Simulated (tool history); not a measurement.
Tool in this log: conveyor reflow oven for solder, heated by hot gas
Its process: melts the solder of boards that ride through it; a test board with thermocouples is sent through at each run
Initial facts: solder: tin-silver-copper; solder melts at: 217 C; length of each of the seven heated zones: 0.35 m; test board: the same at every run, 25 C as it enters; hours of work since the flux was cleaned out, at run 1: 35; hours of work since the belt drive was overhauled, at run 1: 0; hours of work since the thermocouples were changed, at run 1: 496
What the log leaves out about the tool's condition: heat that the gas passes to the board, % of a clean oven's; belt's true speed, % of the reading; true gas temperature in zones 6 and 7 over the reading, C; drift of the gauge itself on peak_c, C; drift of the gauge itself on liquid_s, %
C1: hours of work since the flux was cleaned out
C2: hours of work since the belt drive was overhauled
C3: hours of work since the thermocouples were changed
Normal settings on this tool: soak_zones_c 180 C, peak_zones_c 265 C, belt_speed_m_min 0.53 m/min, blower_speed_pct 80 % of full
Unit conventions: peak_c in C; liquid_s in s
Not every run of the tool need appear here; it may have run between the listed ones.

{"run": 1, "hour": 0.0, "soak_zones_c": 180, "peak_zones_c": 265, "belt_speed_m_min": 0.53, "blower_speed_pct": 80, "C1": 35, "C2": 0, "C3": 496, "peak_c": 256.8, "liquid_s": 66.45}
{"run": 2, "hour": 37.3, "soak_zones_c": 180, "peak_zones_c": 265, "belt_speed_m_min": 0.53, "blower_speed_pct": 80, "C1": 64, "C2": 29, "C3": 525, "peak_c": 256.9, "liquid_s": 66.49}
{"run": 3, "hour": 77.7, "soak_zones_c": 180, "peak_zones_c": 265, "belt_speed_m_min": 0.53, "blower_speed_pct": 80, "C1": 96, "C2": 61, "C3": 557, "peak_c": 256.6, "liquid_s": 66.63}
{"run": 4, "hour": 105.9, "soak_zones_c": 180, "peak_zones_c": 265, "belt_speed_m_min": 0.53, "blower_speed_pct": 80, "C1": 118, "C2": 83, "C3": 579, "peak_c": 256.8, "liquid_s": 66.64}
{"run": 5, "hour": 164.5, "soak_zones_c": 180, "peak_zones_c": 265, "belt_speed_m_min": 0.53, "blower_speed_pct": 80, "C1": 164, "C2": 129, "C3": 625, "peak_c": 256.9, "liquid_s": 66.48}
{"run": 6, "hour": 190.9, "soak_zones_c": 180, "peak_zones_c": 265, "belt_speed_m_min": 0.53, "blower_speed_pct": 80, "C1": 184, "C2": 149, "C3": 645, "peak_c": 256.8, "liquid_s": 66.56}
{"run": 7, "hour": 247.9, "soak_zones_c": 180, "peak_zones_c": 265, "belt_speed_m_min": 0.53, "blower_speed_pct": 80, "C1": 229, "C2": 194, "C3": 690, "peak_c": 256.7, "liquid_s": 66.6}
{"run": 8, "hour": 280.8, "soak_zones_c": 180, "peak_zones_c": 265, "belt_speed_m_min": 0.566, "blower_speed_pct": 80, "C1": 255, "C2": 220, "C3": 716, "peak_c": 255.3, "liquid_s": 61.03}
{"hour": 310.1, "done": "flux residue cleaned out of gas plates and filters"}
{"run": 9, "hour": 321.7, "soak_zones_c": 180, "peak_zones_c": 265, "belt_speed_m_min": 0.566, "blower_speed_pct": 80, "C1": 9, "C2": 248, "C3": 744, "peak_c": 255.2, "liquid_s": 60.97}
{"run": 10, "hour": 368.4, "soak_zones_c": 180, "peak_zones_c": 265, "belt_speed_m_min": 0.566, "blower_speed_pct": 80, "C1": 46, "C2": 284, "C3": 780, "peak_c": 255.3, "liquid_s": 61.17}
{"run": 11, "hour": 426.8, "soak_zones_c": 180, "peak_zones_c": 265, "belt_speed_m_min": 0.53, "blower_speed_pct": 59, "C1": 91, "C2": 330, "C3": 826, "peak_c": 254.4, "liquid_s": 64.39}
{"run": 12, "hour": 467.4, "soak_zones_c": 180, "peak_zones_c": 265, "belt_speed_m_min": 0.53, "blower_speed_pct": 59, "C1": 123, "C2": 362, "C3": 858, "peak_c": 254.5, "liquid_s": 64.39}
{"run": 13, "hour": 512.0, "soak_zones_c": 181, "peak_zones_c": 265, "belt_speed_m_min": 0.442, "blower_speed_pct": 80, "C1": 158, "C2": 397, "C3": 893, "peak_c": 259.9, "liquid_s": 83.45}
{"run": 14, "hour": 572.4, "soak_zones_c": 181, "peak_zones_c": 265, "belt_speed_m_min": 0.442, "blower_speed_pct": 80, "C1": 205, "C2": 444, "C3": 940, "peak_c": 260.1, "liquid_s": 83.68}
{"hour": 595.8, "done": "thermocouples of zones 6 and 7 changed"}
{"run": 15, "hour": 636.6, "soak_zones_c": 181, "peak_zones_c": 265, "belt_speed_m_min": 0.442, "blower_speed_pct": 80, "C1": 254, "C2": 493, "C3": 32, "peak_c": 260.1, "liquid_s": 83.56}
{"hour": 667.1, "done": "flux residue cleaned out of gas plates and filters"}
{"run": 16, "hour": 683.8, "soak_zones_c": 180, "peak_zones_c": 265, "belt_speed_m_min": 0.51, "blower_speed_pct": 78, "C1": 13, "C2": 526, "C3": 65, "peak_c": 257.2, "liquid_s": 69.69}
{"run": 17, "hour": 745.1, "soak_zones_c": 180, "peak_zones_c": 265, "belt_speed_m_min": 0.509, "blower_speed_pct": 80, "C1": 61, "C2": 574, "C3": 113, "peak_c": 257.2, "liquid_s": 70.06}
{"run": 18, "hour": 788.5, "soak_zones_c": 191, "peak_zones_c": 254, "belt_speed_m_min": 0.612, "blower_speed_pct": 71, "C1": 95, "C2": 608, "C3": 147, "peak_c": 244.3, "liquid_s": 53.46}
{"run": 19, "hour": 836.1, "soak_zones_c": 191, "peak_zones_c": 254, "belt_speed_m_min": 0.612, "blower_speed_pct": 71, "C1": 132, "C2": 645, "C3": 184, "peak_c": 244.2, "liquid_s": 53.42}

5 ways to go on from here, each from the tool as it stands after run 19. What would each give?
{"run": "A", "hour": 863.5, "soak_zones_c": 193, "peak_zones_c": 276, "belt_speed_m_min": 0.612, "blower_speed_pct": 57, "C1": 154, "C2": 666, "C3": 206, "peak_c": "?", "liquid_s": "?"}
{"run": "B", "hour": 863.5, "soak_zones_c": 180, "peak_zones_c": 265, "belt_speed_m_min": 0.45, "blower_speed_pct": 80, "C1": 154, "C2": 666, "C3": 206, "peak_c": "?", "liquid_s": "?"}
{"run": "C", "hour": 863.5, "soak_zones_c": 180, "peak_zones_c": 258, "belt_speed_m_min": 0.53, "blower_speed_pct": 64, "C1": 154, "C2": 666, "C3": 206, "peak_c": "?", "liquid_s": "?"}
{"run": "D", "hour": 863.5, "soak_zones_c": 180, "peak_zones_c": 255, "belt_speed_m_min": 0.53, "blower_speed_pct": 57, "C1": 154, "C2": 666, "C3": 206, "peak_c": "?", "liquid_s": "?"}
{"run": "E", "hour": 863.5, "soak_zones_c": 191, "peak_zones_c": 257, "belt_speed_m_min": 0.431, "blower_speed_pct": 71, "C1": 154, "C2": 666, "C3": 206, "peak_c": "?", "liquid_s": "?"}

run=A peak_c=262.2 liquid_s=63.63
run=B peak_c=259.6 liquid_s=81.54
run=C peak_c=248.6 liquid_s=60.74
run=D peak_c=245 liquid_s=57.58
run=E peak_c=252.5 liquid_s=86.09
Without the tool's unlogged condition, the same runs would have read:
run=A peak_c=262.2 liquid_s=63.63
run=B peak_c=259.7 liquid_s=81.54
run=C peak_c=248.6 liquid_s=60.74
run=D peak_c=245 liquid_s=57.59
run=E peak_c=252.6 liquid_s=86.09
